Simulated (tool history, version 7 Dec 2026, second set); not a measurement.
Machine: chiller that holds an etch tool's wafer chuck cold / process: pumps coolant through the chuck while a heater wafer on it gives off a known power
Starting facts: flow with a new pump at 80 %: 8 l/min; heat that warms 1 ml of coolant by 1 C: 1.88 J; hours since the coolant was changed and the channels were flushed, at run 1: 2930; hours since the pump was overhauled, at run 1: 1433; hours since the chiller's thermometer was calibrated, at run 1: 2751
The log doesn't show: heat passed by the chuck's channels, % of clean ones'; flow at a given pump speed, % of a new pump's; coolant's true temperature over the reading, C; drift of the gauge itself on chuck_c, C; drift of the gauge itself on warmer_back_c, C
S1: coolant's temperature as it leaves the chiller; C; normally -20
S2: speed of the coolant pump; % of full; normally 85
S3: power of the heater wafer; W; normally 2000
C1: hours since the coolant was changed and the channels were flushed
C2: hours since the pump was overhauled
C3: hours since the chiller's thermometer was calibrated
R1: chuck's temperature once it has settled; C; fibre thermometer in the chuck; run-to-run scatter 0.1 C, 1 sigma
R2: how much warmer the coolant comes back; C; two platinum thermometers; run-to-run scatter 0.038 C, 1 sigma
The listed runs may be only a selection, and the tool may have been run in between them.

run      day   S1  S2    S3    C1    C2    C3     R1     R2
  1        0  -20  85  2000  2930  1433  2751   -1.8   8.23
  2    4.879  -20  85  2000  3047  1551  2868   -1.6   8.17
  3   11.021  -20  85  1179  3194  1698  3016   -9.7   4.87
  4   16.421  -20  85  1179  3324  1828  3145   -9.5   4.82
  5   23.479  -20  85  2000  3493  1997  3315   -1.4    8.4
      27.979  -- coolant changed, channels flushed
  6   31.192  -24  85  2000    77  2176  3494     -7   8.44
  7   38.633  -20  85  2000   256  2355  3673   -2.9   8.47
  8   45.725  -20  85  2000   426  2525  3843   -2.8   8.65
      48.604  -- chiller's thermometer calibrated
  9   49.342  -20  85  2000   512  2611    18   -1.4    8.7
 10   53.758  -20  85  2000   618  2717   124   -1.3   8.76
 11   60.812  -20  85  2000   787  2886   293   -1.1   8.73
 12   66.388  -20  85  2000   921  3020   427   -1.1   8.93
 13   70.846  -20  85  2000  1028  3127   534   -0.7   8.94
 14   74.792  -24  85  2000  1122  3221   628   -4.5   8.87
 15   82.575  -24  85  2000  1309  3408   815   -4.5   9.02
 16   88.867  -20  85  2588  1460  3559   966    5.5  11.72
 17   92.408  -20  85  2588  1545  3644  1051    5.7  11.85
 18   95.879  -20  85  2588  1629  3728  1135    5.6  11.84
 19  101.625  -30  62  2000  1767  3866  1273   -4.1  12.54
 20  105.979  -20  86  2480  1871  3970  1377    4.8  11.37
 21  112.492  -20  83  1864  2027  4126  1533   -0.9   8.97
 22  118.508  -20  83  1864  2172  4271  1678   -0.6      9
 23   123.05  -20  74  2000  2281  4380  1787    3.1   10.9
 24    130.4  -20  74  2000  2457  4556  1963    3.2  10.94
 25  134.371  -20  74  2000  2552  4651  2058    3.3  11.05
 26  138.729  -23  85  2000  2657  4756  2163   -1.9   9.65
 27  142.388  -25  86  1195  2745  4844  2251  -12.8   5.77
 28  145.646  -20  88  2000  2823  4922  2329    0.8    9.4
 29  150.425  -20  85  1306  2938  5037  2444   -6.1   6.48
     154.688  -- coolant pump overhauled
 30  158.321  -20  85  1306  3122    87  2628   -9.1   4.92
 31  165.354  -20  64  1018  3291   256  2797   -9.1   5.09

Take each entry between the runs: how does the hidden state at the last listed run before it differ from the hidden state at the first listed run after it?
Logged between run 5 and run 6: coolant changed, channels flushed (day 27.979)
  heat passed by the chuck's channels, % of clean ones': 86.2 -> 99.1; flow at a given pump speed, % of a new pump's: 90 -> 89.1; coolant's true temperature over the reading, C: -1 -> -1.05
  what was measured, less what the result would be without the hidden state, R1: +2.5 -> +0.7 C; R2: +0.84 -> +0.92 C
Logged between run 8 and run 9: chiller's thermometer calibrated (day 48.604)
  heat passed by the chuck's channels, % of clean ones': 97.8 -> 97.5; flow at a given pump speed, % of a new pump's: 87.6 -> 87.2; coolant's true temperature over the reading, C: -1.14 -> 0.06
  what was measured, less what the result would be without the hidden state, R1: +1 -> +2.3 C; R2: +1.06 -> +1.11 C
Logged between run 29 and run 30: coolant pump overhauled (day 154.688)
  heat passed by the chuck's channels, % of clean ones': 88.5 -> 87.9; flow at a given pump speed, % of a new pump's: 76.6 -> 100; coolant's true temperature over the reading, C: -0.61 -> -0.66
  what was measured, less what the result would be without the hidden state, R1: +3.2 -> +0.4 C; R2: +1.51 -> +0 C
